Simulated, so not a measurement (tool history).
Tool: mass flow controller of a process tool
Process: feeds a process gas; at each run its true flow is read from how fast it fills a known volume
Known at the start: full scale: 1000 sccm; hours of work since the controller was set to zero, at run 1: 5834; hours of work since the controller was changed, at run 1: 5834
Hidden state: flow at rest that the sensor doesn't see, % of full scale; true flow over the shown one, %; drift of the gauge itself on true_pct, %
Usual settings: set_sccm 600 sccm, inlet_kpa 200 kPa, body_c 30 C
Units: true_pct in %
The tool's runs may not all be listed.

| run | hour | set_sccm | inlet_kpa | body_c | hours of work since the controller was set to zero | hours of work since the controller was changed | true_pct |
|---|---|---|---|---|---|---|---|
| 1 | 0 | 600 | 200 | 30 | 5834 | 5834 | 96.21 |
|  | 385.9 | controller's zero set anew |
| 2 | 405.3 | 600 | 200 | 30 | 9 | 6027 | 96.66 |
| 3 | 740.6 | 600 | 200 | 30 | 169 | 6186 | 96.58 |
| 4 | 1102.7 | 600 | 200 | 30 | 342 | 6359 | 96.4 |
| 5 | 1536.4 | 792 | 200 | 30 | 548 | 6566 | 96.76 |
| 6 | 1813.8 | 792 | 200 | 30 | 680 | 6698 | 96.76 |
| 7 | 2001 | 792 | 200 | 30 | 770 | 6787 | 96.72 |
| 8 | 2449.1 | 792 | 200 | 30 | 983 | 7000 | 96.74 |
| 9 | 2875 | 792 | 200 | 30 | 1186 | 7203 | 96.49 |
| 10 | 3123.8 | 792 | 200 | 30 | 1305 | 7322 | 96.48 |
| 11 | 3501.5 | 792 | 200 | 30 | 1485 | 7502 | 96.45 |
| 12 | 3920.7 | 792 | 200 | 30 | 1684 | 7702 | 96.56 |
| 13 | 4189.5 | 138 | 246 | 23 | 1813 | 7830 | 94.49 |
| 14 | 4549.5 | 600 | 200 | 34 | 1984 | 8001 | 95.4 |
| 15 | 4820.7 | 600 | 161 | 29 | 2113 | 8131 | 95.75 |
|  | 4953.4 | controller exchanged for a calibrated one |
| 16 | 5096.5 | 600 | 161 | 29 | 68 | 68 | 98.75 |
| 17 | 5408.6 | 600 | 200 | 31 | 217 | 217 | 98.53 |
| 18 | 5670 | 600 | 200 | 31 | 342 | 342 | 98.49 |
| 19 | 6040.8 | 600 | 200 | 31 | 518 | 518 | 98.46 |
| 20 | 6283.9 | 600 | 200 | 31 | 634 | 634 | 98.47 |
| 21 | 6560 | 600 | 160 | 30 | 766 | 766 | 98.4 |
| 22 | 6983.1 | 326 | 177 | 26 | 967 | 967 | 97.78 |
| 23 | 7171.6 | 326 | 224 | 26 | 1057 | 1057 | 97.59 |
| 24 | 7530 | 326 | 224 | 26 | 1228 | 1228 | 97.5 |

Forecast each of these 4 alternatives for the next run:
| A | 7879.4 | 152 | 148 | 27 | 1394 | 1394 | ? |
| B | 7879.4 | 133 | 233 | 22 | 1394 | 1394 | ? |
| C | 7879.4 | 298 | 224 | 26 | 1394 | 1394 | ? |
| D | 7879.4 | 338 | 200 | 24 | 1394 | 1394 | ? |

| run | true_pct |
|---|---|
| A | 96.87 |
| B | 96.91 |
| C | 97.36 |
| D | 97.67 |
Without the tool's hidden state the same runs would have given:
| run | true_pct |
|---|---|
| A | 98.12 |
| B | 98.24 |
| C | 98.31 |
| D | 98.59 |
